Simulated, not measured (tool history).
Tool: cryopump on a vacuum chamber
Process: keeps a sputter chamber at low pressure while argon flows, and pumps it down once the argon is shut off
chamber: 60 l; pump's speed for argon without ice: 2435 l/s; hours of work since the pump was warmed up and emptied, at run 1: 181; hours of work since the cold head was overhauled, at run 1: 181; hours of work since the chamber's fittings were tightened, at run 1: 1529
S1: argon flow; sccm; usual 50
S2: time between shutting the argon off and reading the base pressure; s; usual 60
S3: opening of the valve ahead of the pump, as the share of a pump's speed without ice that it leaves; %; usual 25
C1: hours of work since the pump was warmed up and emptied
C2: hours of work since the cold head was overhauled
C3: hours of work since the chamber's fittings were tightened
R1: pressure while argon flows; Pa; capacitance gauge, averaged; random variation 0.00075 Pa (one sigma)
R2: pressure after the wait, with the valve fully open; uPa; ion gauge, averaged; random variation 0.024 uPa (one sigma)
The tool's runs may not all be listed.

run   hour  S1   S2  S3   C1   C2    C3      R1    R2
  1    0.0  50   60  25  181  181  1529  0.1398  1.57
  2   10.1  50   60  25  189  189  1536  0.1403  1.58
  3   24.8  63   60  25  200  200  1547  0.1777  1.57
  4   35.4  35   60  25  207  207  1555  0.0990  1.54
  5   46.4  35   60  25  215  215  1563  0.0982  1.60
  6   57.7  35   60  25  224  224  1571  0.0984  1.53
  7   74.6  35   60  25  236  236  1584  0.0987  1.56
  8   88.2  50   60  25  246  246  1594  0.1415  1.61
  9   98.9  50   60  25  254  254  1601  0.1408  1.64
 10  108.0  50   60  25  261  261  1608  0.1417  1.63
 11  120.5  50   60  25  270  270  1617  0.1409  1.59
 12  133.2  50   22  25  279  279  1627  0.1431  2.89
 13  145.8  50   22  25  289  289  1636  0.1426  2.96
 14  155.8  50   60  25  296  296  1643  0.1415  1.61
 15  164.0  50   60  25  302  302  1649  0.1420  1.65
 16  178.8  47   60  25  313  313  1660  0.1330  1.64
 17  189.7  47   60  25  321  321  1668  0.1340  1.66
 18  206.3  47   60  25  333  333  1680  0.1332  1.61
 19  215.0  47   60  22  339  339  1687  0.1528  1.61
 20  229.7  48  109  16  350  350  1698  0.2111  1.35
 21  242.1  26  249  20  359  359  1707  0.0921  1.09
 22  257.2  86   21  58  370  370  1718  0.1087  3.13
 23  268.9  86   21  58  379  379  1726  0.1089  3.14
 24  281.9  52   60  56  389  389  1736  0.0692  1.71
 25  293.9  52   84  56  397  397  1745  0.0686  1.48
 26  308.7  72  192  41  408  408  1756  0.1273  1.20
 27  317.9  34   57  41  415  415  1762  0.0600  1.79
 28  326.1  34   57  41  421  421  1768  0.0597  1.73
 29  334.0  34   57  41  427  427  1774  0.0599  1.77

4 ways to go on from here, each from the tool as it stands after run 29. What would each give?
  A  347.8  50   60  49  437  437  1784   ?   ?
  B  347.8  50   41  45  437  437  1784   ?   ?
  C  347.8  34   57  45  437  437  1784   ?   ?
  D  347.8  80  212  46  437  437  1784   ?   ?

run      R1    R2
  A  0.0754  1.71
  B  0.0806  2.09
  C  0.0557  1.79
  D  0.1283  1.17
Without the tool's hidden state the same runs would have given:
run      R1    R2
  A  0.0710  0.89
  B  0.0761  1.25
  C  0.0527  0.95
  D  0.1211  0.32
